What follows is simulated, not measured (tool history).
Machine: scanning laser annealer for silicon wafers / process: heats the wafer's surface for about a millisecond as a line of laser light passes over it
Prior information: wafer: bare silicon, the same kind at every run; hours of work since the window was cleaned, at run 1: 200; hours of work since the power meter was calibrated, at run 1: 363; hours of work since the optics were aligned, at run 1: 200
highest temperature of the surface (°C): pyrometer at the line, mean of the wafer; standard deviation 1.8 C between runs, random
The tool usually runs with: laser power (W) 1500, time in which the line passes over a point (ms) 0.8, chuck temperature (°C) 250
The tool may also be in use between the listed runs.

run     day  laser power (W)  time in which the line passes over a point (ms)  chuck temperature (°C)  hours of work since the window was cleaned  hours of work since the power meter was calibrated  hours of work since the optics were aligned  highest temperature of the surface (°C)
  1       0             1500                                              0.8                     250                                         200                                                 363                                          200                                      988
  2   1.917             1500                                              0.8                     288                                         232                                                 395                                          232                                     1029
  3   4.375             1500                                              0.8                     288                                         273                                                 436                                          273                                     1020
  4   6.454             1500                                              0.8                     288                                         307                                                 470                                          307                                     1027
  5     7.9             1500                                              0.8                     288                                         331                                                 494                                          331                                     1028
  6   9.921             1564                                              0.8                     288                                         364                                                 527                                          364                                     1058
  7  11.625             1500                                              0.8                     250                                         393                                                 556                                          393                                      987
     11.883  -- window over the wafer cleaned
  8   14.05             1500                                              0.8                     269                                          36                                                 595                                          432                                     1009
  9  15.421             1500                                              0.8                     269                                          59                                                 617                                          454                                     1007
 10  17.088             1500                                              0.8                     269                                          86                                                 645                                          482                                     1007
 11  19.717             1500                                              0.8                     269                                         130                                                 688                                          525                                     1007
 12  21.946             1388                                            0.593                     250                                         167                                                 725                                          562                                      833
 13  23.442             1387                                            0.866                     221                                         192                                                 750                                          587                                      931
 14  26.142             1387                                            0.866                     221                                         236                                                 795                                          632                                      931
 15  28.692             1565                                            0.976                     278                                         279                                                 837                                          674                                     1133
 16  30.133             1563                                            0.976                     245                                         302                                                 861                                          698                                     1096
 17  32.346             1563                                            0.976                     245                                         339                                                 898                                          735                                     1097
 18  33.988             1404                                            0.621                     270                                         366                                                 925                                          762                                      875
 19  35.438             1404                                            0.651                     244                                         390                                                 949                                          786                                      863

Below are 3 alternative next runs, each starting from the tool's condition after run 19. Predict each:
     35.996  -- window over the wafer cleaned
  A  37.892             1536                                            0.587                     275                                          31                                                 988                                          825                                        ?
     35.996  -- window over the wafer cleaned
  B  37.892             1589                                            0.747                     244                                          31                                                 988                                          825                                        ?
     35.996  -- window over the wafer cleaned
  C  37.892             1335                                            0.869                     267                                          31                                                 988                                          825                                        ?

run  highest temperature of the surface (°C)
  A                                      915
  B                                      999
  C                                      952
Without the tool's unlogged condition, the same runs would have read:
run  highest temperature of the surface (°C)
  A                                      916
  B                                      999
  C                                      953

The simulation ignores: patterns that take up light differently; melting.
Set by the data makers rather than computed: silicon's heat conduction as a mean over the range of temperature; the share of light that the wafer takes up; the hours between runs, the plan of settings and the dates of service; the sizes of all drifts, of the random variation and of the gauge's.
